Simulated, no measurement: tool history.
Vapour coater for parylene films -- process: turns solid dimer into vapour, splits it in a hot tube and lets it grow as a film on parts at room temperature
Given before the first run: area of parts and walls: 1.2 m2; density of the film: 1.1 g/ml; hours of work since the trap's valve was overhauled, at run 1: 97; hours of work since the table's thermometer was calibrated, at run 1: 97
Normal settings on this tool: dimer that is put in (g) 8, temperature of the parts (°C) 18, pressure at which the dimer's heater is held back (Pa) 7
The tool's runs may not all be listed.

| run | day | dimer that is put in (g) | temperature of the parts (°C) | pressure at which the dimer's heater is held back (Pa) | hours of work since the trap's valve was overhauled | hours of work since the table's thermometer was calibrated | thickness of the film (µm) |
|---|---|---|---|---|---|---|---|
| 1 | 0 | 8 | 18 | 7 | 97 | 97 | 2.87 |
| 2 | 0.75 | 8 | 14 | 7 | 110 | 110 | 3.44 |
| 3 | 1.483 | 8 | 14 | 7 | 123 | 123 | 3.45 |
| 4 | 2.129 | 8 | 14 | 7 | 134 | 134 | 3.41 |
| 5 | 3.108 | 8 | 14 | 7 | 151 | 151 | 3.4 |
| 6 | 3.646 | 7 | 18 | 7 | 160 | 160 | 2.51 |
| 7 | 4.2 | 7 | 24 | 7 | 170 | 170 | 1.92 |
| 8 | 5.275 | 7 | 24 | 7 | 188 | 188 | 1.85 |
| 9 | 5.733 | 8 | 18 | 9.28 | 196 | 196 | 2.72 |
| 10 | 6.492 | 8 | 18 | 4.18 | 209 | 209 | 2.98 |
| 11 | 7.417 | 8 | 18 | 7 | 225 | 225 | 2.83 |
| 12 | 8.196 | 6 | 29 | 7 | 239 | 239 | 1.26 |
| 13 | 9.004 | 6 | 29 | 7 | 253 | 253 | 1.26 |
| 14 | 10.054 | 3 | 13 | 11.77 | 271 | 271 | 1.29 |
| 15 | 10.85 | 14 | 12 | 7.92 | 285 | 285 | 6.34 |
| 16 | 11.35 | 14 | 12 | 7.92 | 293 | 293 | 6.36 |
| 17 | 12.188 | 14 | 21 | 6.42 | 308 | 308 | 4.3 |

Expected results for the next run?
| 18 | 12.833 | 14 | 21 | 6.42 | 319 | 319 | ? |

{"run 18": {"thickness of the film (µm)": 4.33}}
Were there no unlogged condition in the tool, this run, its random variation unchanged, would have produced thickness of the film (µm) 4.5.
